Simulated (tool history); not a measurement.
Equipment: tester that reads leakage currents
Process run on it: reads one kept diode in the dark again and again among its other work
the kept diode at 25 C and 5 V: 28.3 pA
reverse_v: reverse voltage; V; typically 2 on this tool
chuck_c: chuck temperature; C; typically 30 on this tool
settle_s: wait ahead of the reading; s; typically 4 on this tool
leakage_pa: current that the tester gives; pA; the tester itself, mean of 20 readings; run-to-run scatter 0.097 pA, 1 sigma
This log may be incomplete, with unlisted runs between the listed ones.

run 1 hour=0 | reverse_v=2 chuck_c=30 settle_s=4 | leakage_pa=25.56
run 2 hour=79 | reverse_v=2 chuck_c=30 settle_s=4 | leakage_pa=25.65
run 3 hour=175.5 | reverse_v=2 chuck_c=21 settle_s=4 | leakage_pa=11.57
run 4 hour=229.4 | reverse_v=3.4 chuck_c=30 settle_s=4 | leakage_pa=33.74
run 5 hour=289.8 | reverse_v=3.4 chuck_c=30 settle_s=4 | leakage_pa=33.81
run 6 hour=382.2 | reverse_v=3.4 chuck_c=30 settle_s=4 | leakage_pa=34.13
run 7 hour=456.1 | reverse_v=3.4 chuck_c=30 settle_s=4 | leakage_pa=34.11
run 8 hour=564 | reverse_v=3.4 chuck_c=30 settle_s=4 | leakage_pa=34.01
-- hour=585.7 chuck's temperature calibrated
run 9 hour=656.8 | reverse_v=2 chuck_c=30 settle_s=0.53 | leakage_pa=29.81
run 10 hour=706.8 | reverse_v=2 chuck_c=30 settle_s=0.53 | leakage_pa=29.65
run 11 hour=794.6 | reverse_v=2 chuck_c=30 settle_s=4 | leakage_pa=29.09
run 12 hour=898.2 | reverse_v=2 chuck_c=30 settle_s=4 | leakage_pa=28.84
run 13 hour=989.9 | reverse_v=2 chuck_c=30 settle_s=4 | leakage_pa=28.72
run 14 hour=1099.6 | reverse_v=2 chuck_c=30 settle_s=0.42 | leakage_pa=29.76
run 15 hour=1161.3 | reverse_v=2 chuck_c=30 settle_s=4 | leakage_pa=28.62
run 16 hour=1214.5 | reverse_v=2 chuck_c=30 settle_s=4 | leakage_pa=28.68
run 17 hour=1271.8 | reverse_v=2 chuck_c=30 settle_s=4 | leakage_pa=28.71
run 18 hour=1358.9 | reverse_v=2 chuck_c=30 settle_s=4 | leakage_pa=28.89
run 19 hour=1434.7 | reverse_v=2 chuck_c=30 settle_s=0.77 | leakage_pa=29.01
run 20 hour=1531.9 | reverse_v=2 chuck_c=30 settle_s=0.77 | leakage_pa=29.08
run 21 hour=1591 | reverse_v=12.98 chuck_c=41 settle_s=1.19 | leakage_pa=194.76
run 22 hour=1660.4 | reverse_v=10.37 chuck_c=34 settle_s=0.33 | leakage_pa=106.78
run 23 hour=1716.3 | reverse_v=10.37 chuck_c=34 settle_s=0.33 | leakage_pa=106.45
run 24 hour=1807.7 | reverse_v=10.37 chuck_c=34 settle_s=0.33 | leakage_pa=106.45
run 25 hour=1911.6 | reverse_v=2 chuck_c=30 settle_s=3.26 | leakage_pa=28.25
run 26 hour=1991.3 | reverse_v=1.06 chuck_c=26 settle_s=4.73 | leakage_pa=14.24
run 27 hour=2075.1 | reverse_v=18.34 chuck_c=26 settle_s=4.73 | leakage_pa=85.74
run 28 hour=2121.6 | reverse_v=2 chuck_c=47 settle_s=7.94 | leakage_pa=107.76
run 29 hour=2223.2 | reverse_v=14.45 chuck_c=32 settle_s=4 | leakage_pa=108.24
run 30 hour=2316.9 | reverse_v=8.42 chuck_c=30 settle_s=1.97 | leakage_pa=68.01
run 31 hour=2417.1 | reverse_v=8.42 chuck_c=51 settle_s=2.55 | leakage_pa=314.35
run 32 hour=2464.9 | reverse_v=8.42 chuck_c=51 settle_s=2.55 | leakage_pa=312.61
run 33 hour=2554.4 | reverse_v=1.81 chuck_c=25 settle_s=4 | leakage_pa=18.08
run 34 hour=2662.2 | reverse_v=15.51 chuck_c=30 settle_s=3.08 | leakage_pa=102.17
run 35 hour=2742.3 | reverse_v=2.48 chuck_c=30 settle_s=5.46 | leakage_pa=31.86
-- hour=2763.8 chuck's temperature calibrated
run 36 hour=2829.1 | reverse_v=2 chuck_c=51 settle_s=0.49 | leakage_pa=160.08
run 37 hour=2930.1 | reverse_v=2.52 chuck_c=21 settle_s=7.92 | leakage_pa=18.76
run 38 hour=3025.3 | reverse_v=2.52 chuck_c=21 settle_s=7.92 | leakage_pa=18.92
run 39 hour=3119.5 | reverse_v=2 chuck_c=32 settle_s=0.5 | leakage_pa=37.27

Forecast each of these 4 alternatives for the next run:
run A hour=3210.9 | reverse_v=3.66 chuck_c=30 settle_s=5.48 | leakage_pa=?
run B hour=3210.9 | reverse_v=6.58 chuck_c=53 settle_s=0.52 | leakage_pa=?
run C hour=3210.9 | reverse_v=6.84 chuck_c=30 settle_s=3.64 | leakage_pa=?
run D hour=3210.9 | reverse_v=9.14 chuck_c=43 settle_s=6.11 | leakage_pa=?

run=A leakage_pa=44.89
run=B leakage_pa=345.04
run=C leakage_pa=66.93
run=D leakage_pa=198.75
Without the tool's unlogged condition, the same runs would have read:
run=A leakage_pa=37.91
run=B leakage_pa=342.74
run=C leakage_pa=53.06
run=D leakage_pa=184.62
